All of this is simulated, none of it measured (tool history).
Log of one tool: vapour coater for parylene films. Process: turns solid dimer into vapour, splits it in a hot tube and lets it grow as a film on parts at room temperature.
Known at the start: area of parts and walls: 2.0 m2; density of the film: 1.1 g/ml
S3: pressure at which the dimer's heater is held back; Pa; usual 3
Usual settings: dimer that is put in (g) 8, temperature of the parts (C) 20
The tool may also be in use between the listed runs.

{"run": 1, "hour": 0.0, "dimer that is put in (g)": 8, "temperature of the parts (C)": 20, "S3": 3, "thickness of the film (um)": 3.1}
{"run": 2, "hour": 39.3, "dimer that is put in (g)": 8, "temperature of the parts (C)": 20, "S3": 3, "thickness of the film (um)": 3.05}
{"run": 3, "hour": 75.0, "dimer that is put in (g)": 8, "temperature of the parts (C)": 20, "S3": 3, "thickness of the film (um)": 3.05}
{"run": 4, "hour": 118.7, "dimer that is put in (g)": 8, "temperature of the parts (C)": 20, "S3": 3, "thickness of the film (um)": 2.96}
{"run": 5, "hour": 161.1, "dimer that is put in (g)": 8, "temperature of the parts (C)": 20, "S3": 3, "thickness of the film (um)": 2.98}
{"run": 6, "hour": 210.3, "dimer that is put in (g)": 6, "temperature of the parts (C)": 20, "S3": 3, "thickness of the film (um)": 2.19}
{"run": 7, "hour": 255.0, "dimer that is put in (g)": 6, "temperature of the parts (C)": 20, "S3": 3, "thickness of the film (um)": 2.12}
{"run": 8, "hour": 290.2, "dimer that is put in (g)": 5, "temperature of the parts (C)": 20, "S3": 3, "thickness of the film (um)": 1.77}
{"run": 9, "hour": 329.0, "dimer that is put in (g)": 5, "temperature of the parts (C)": 20, "S3": 3, "thickness of the film (um)": 1.81}
{"hour": 355.6, "done": "trap's valve overhauled"}
{"run": 10, "hour": 374.1, "dimer that is put in (g)": 5, "temperature of the parts (C)": 20, "S3": 3, "thickness of the film (um)": 1.95}
{"run": 11, "hour": 416.0, "dimer that is put in (g)": 8, "temperature of the parts (C)": 16, "S3": 3, "thickness of the film (um)": 3.55}
{"run": 12, "hour": 466.4, "dimer that is put in (g)": 8, "temperature of the parts (C)": 20, "S3": 2.7, "thickness of the film (um)": 3.12}
{"run": 13, "hour": 529.8, "dimer that is put in (g)": 8, "temperature of the parts (C)": 20, "S3": 2.7, "thickness of the film (um)": 3.06}
{"run": 14, "hour": 577.8, "dimer that is put in (g)": 8, "temperature of the parts (C)": 20, "S3": 2.7, "thickness of the film (um)": 3}
{"run": 15, "hour": 643.8, "dimer that is put in (g)": 8, "temperature of the parts (C)": 20, "S3": 2.7, "thickness of the film (um)": 2.98}
{"run": 16, "hour": 677.7, "dimer that is put in (g)": 8, "temperature of the parts (C)": 20, "S3": 3, "thickness of the film (um)": 2.84}
{"run": 17, "hour": 726.3, "dimer that is put in (g)": 3, "temperature of the parts (C)": 20, "S3": 7.31, "thickness of the film (um)": 0.9}
{"hour": 776.8, "done": "trap's valve overhauled"}
{"run": 18, "hour": 776.8, "dimer that is put in (g)": 3, "temperature of the parts (C)": 20, "S3": 7.31, "thickness of the film (um)": 0.96}
{"run": 19, "hour": 815.7, "dimer that is put in (g)": 8, "temperature of the parts (C)": 15, "S3": 8.2, "thickness of the film (um)": 3.01}
{"run": 20, "hour": 883.0, "dimer that is put in (g)": 6, "temperature of the parts (C)": 15, "S3": 4.23, "thickness of the film (um)": 2.54}
{"run": 21, "hour": 951.8, "dimer that is put in (g)": 6, "temperature of the parts (C)": 15, "S3": 4.23, "thickness of the film (um)": 2.52}
{"run": 22, "hour": 1014.2, "dimer that is put in (g)": 8, "temperature of the parts (C)": 20, "S3": 4.45, "thickness of the film (um)": 2.66}
{"run": 23, "hour": 1077.8, "dimer that is put in (g)": 9, "temperature of the parts (C)": 17, "S3": 5.08, "thickness of the film (um)": 3.27}
{"run": 24, "hour": 1147.3, "dimer that is put in (g)": 9, "temperature of the parts (C)": 17, "S3": 5.08, "thickness of the film (um)": 3.17}
{"hour": 1197.8, "done": "trap's valve overhauled"}
{"run": 25, "hour": 1212.8, "dimer that is put in (g)": 9, "temperature of the parts (C)": 17, "S3": 5.08, "thickness of the film (um)": 3.45}
{"run": 26, "hour": 1260.1, "dimer that is put in (g)": 6, "temperature of the parts (C)": 29, "S3": 4.45, "thickness of the film (um)": 1.44}
{"run": 27, "hour": 1320.2, "dimer that is put in (g)": 7, "temperature of the parts (C)": 29, "S3": 4.45, "thickness of the film (um)": 1.64}
{"run": 28, "hour": 1358.5, "dimer that is put in (g)": 5, "temperature of the parts (C)": 20, "S3": 3, "thickness of the film (um)": 1.82}
{"run": 29, "hour": 1421.7, "dimer that is put in (g)": 11, "temperature of the parts (C)": 20, "S3": 6.62, "thickness of the film (um)": 3.35}
{"run": 30, "hour": 1486.2, "dimer that is put in (g)": 11, "temperature of the parts (C)": 20, "S3": 6.62, "thickness of the film (um)": 3.29}
{"run": 31, "hour": 1550.0, "dimer that is put in (g)": 10, "temperature of the parts (C)": 24, "S3": 2.2, "thickness of the film (um)": 3.14}
{"hour": 1619.1, "done": "trap's valve overhauled"}
{"run": 32, "hour": 1622.7, "dimer that is put in (g)": 10, "temperature of the parts (C)": 22, "S3": 2.2, "thickness of the film (um)": 3.73}

5 ways to go on from here, each from the tool as it stands after run 32. What would each give?
{"run": "A", "hour": 1691.3, "dimer that is put in (g)": 8, "temperature of the parts (C)": 19, "S3": 5.85, "thickness of the film (um)": "?"}
{"run": "B", "hour": 1691.3, "dimer that is put in (g)": 5, "temperature of the parts (C)": 30, "S3": 7.43, "thickness of the film (um)": "?"}
{"run": "C", "hour": 1691.3, "dimer that is put in (g)": 7, "temperature of the parts (C)": 20, "S3": 3, "thickness of the film (um)": "?"}
{"run": "D", "hour": 1691.3, "dimer that is put in (g)": 11, "temperature of the parts (C)": 15, "S3": 3.47, "thickness of the film (um)": "?"}
{"run": "E", "hour": 1691.3, "dimer that is put in (g)": 7, "temperature of the parts (C)": 13, "S3": 3.97, "thickness of the film (um)": "?"}

run=A thickness_of_the_film_(um)=2.72
run=B thickness_of_the_film_(um)=1.02
run=C thickness_of_the_film_(um)=2.67
run=D thickness_of_the_film_(um)=4.78
run=E thickness_of_the_film_(um)=3.08
Without the tool's hidden state the same runs would have given:
run=A thickness_of_the_film_(um)=2.92
run=B thickness_of_the_film_(um)=1.1
run=C thickness_of_the_film_(um)=2.86
run=D thickness_of_the_film_(um)=4.88
run=E thickness_of_the_film_(um)=3.14
